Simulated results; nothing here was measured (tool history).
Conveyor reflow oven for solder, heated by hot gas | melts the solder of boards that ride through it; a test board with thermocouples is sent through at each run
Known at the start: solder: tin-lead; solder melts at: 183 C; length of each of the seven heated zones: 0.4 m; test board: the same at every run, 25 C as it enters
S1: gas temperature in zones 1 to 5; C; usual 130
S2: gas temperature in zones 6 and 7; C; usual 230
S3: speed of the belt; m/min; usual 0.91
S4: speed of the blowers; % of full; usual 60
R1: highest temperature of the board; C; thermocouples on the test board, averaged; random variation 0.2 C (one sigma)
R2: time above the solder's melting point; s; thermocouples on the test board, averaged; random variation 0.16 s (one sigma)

| run | day | S1 | S2 | S3 | S4 | R1 | R2 |
|---|---|---|---|---|---|---|---|
| 1 | 0 | 130 | 230 | 0.91 | 60 | 208.9 | 31.2 |
| 2 | 0.425 | 130 | 230 | 0.91 | 60 | 208.7 | 31.6 |
| 3 | 0.854 | 130 | 230 | 0.91 | 60 | 209 | 31.7 |
| 4 | 1.154 | 130 | 233 | 0.91 | 60 | 211.4 | 33.4 |
| 5 | 1.762 | 130 | 244 | 0.91 | 60 | 220.8 | 39 |
| 6 | 2.025 | 130 | 244 | 0.91 | 60 | 220.3 | 38.9 |
| 7 | 2.604 | 131 | 230 | 0.91 | 60 | 208.9 | 31.8 |
| 8 | 3.017 | 130 | 224 | 0.91 | 60 | 203.8 | 27.8 |
| 9 | 3.479 | 130 | 224 | 0.91 | 60 | 203.5 | 27.8 |
| 10 | 3.942 | 130 | 230 | 0.91 | 60 | 208.2 | 31.2 |
| 11 | 4.508 | 130 | 230 | 0.91 | 60 | 208.6 | 31.4 |
| 12 | 4.817 | 130 | 230 | 0.91 | 60 | 208.6 | 31.4 |
| 13 | 5.275 | 130 | 230 | 0.91 | 60 | 208.3 | 31.3 |
| 14 | 5.658 | 118 | 230 | 0.91 | 60 | 205.9 | 27 |
| 15 | 6.067 | 118 | 230 | 0.91 | 60 | 205.8 | 26.9 |
| 16 | 6.6 | 122 | 236 | 0.81 | 60 | 216.1 | 40 |
| 17 | 6.921 | 130 | 220 | 0.91 | 60 | 200.2 | 24.6 |
| 18 | 7.288 | 128 | 234 | 0.91 | 60 | 211.4 | 32.6 |
| 19 | 7.738 | 130 | 228 | 0.946 | 60 | 204.8 | 27.2 |
| 20 | 7.996 | 130 | 228 | 0.946 | 60 | 205.2 | 27.3 |
| 21 | 8.275 | 121 | 230 | 0.91 | 60 | 206.1 | 27.7 |
| 22 | 8.688 | 130 | 241 | 0.91 | 60 | 217.5 | 37.1 |
|  | 9.021 | flux residue cleaned out of gas plates and filters |
| 23 | 9.438 | 130 | 230 | 1.061 | 54 | 204.8 | 24 |
| 24 | 9.858 | 130 | 224 | 0.91 | 60 | 207.3 | 31.3 |
| 25 | 10.133 | 142 | 233 | 1.026 | 60 | 213.6 | 32.9 |
| 26 | 10.421 | 142 | 233 | 1.026 | 60 | 213.2 | 33.4 |
| 27 | 10.7 | 142 | 233 | 1.026 | 60 | 213.4 | 32.9 |
| 28 | 11.267 | 142 | 233 | 1.026 | 60 | 213 | 33.1 |

Forecast each of these 3 alternatives for the next run:
| A | 11.533 | 120 | 227 | 0.91 | 76 | ? | ? |
| B | 11.533 | 128 | 222 | 0.907 | 60 | ? | ? |
| C | 11.533 | 130 | 230 | 0.91 | 52 | ? | ? |

| run | R1 | R2 |
|---|---|---|
| A | 211.7 | 32.4 |
| B | 205.1 | 29.3 |
| C | 210.6 | 33.1 |
Without the tool's hidden state the same runs would have given:
| run | R1 | R2 |
|---|---|---|
| A | 209.5 | 31 |
| B | 203 | 27.6 |
| C | 208.5 | 31.5 |
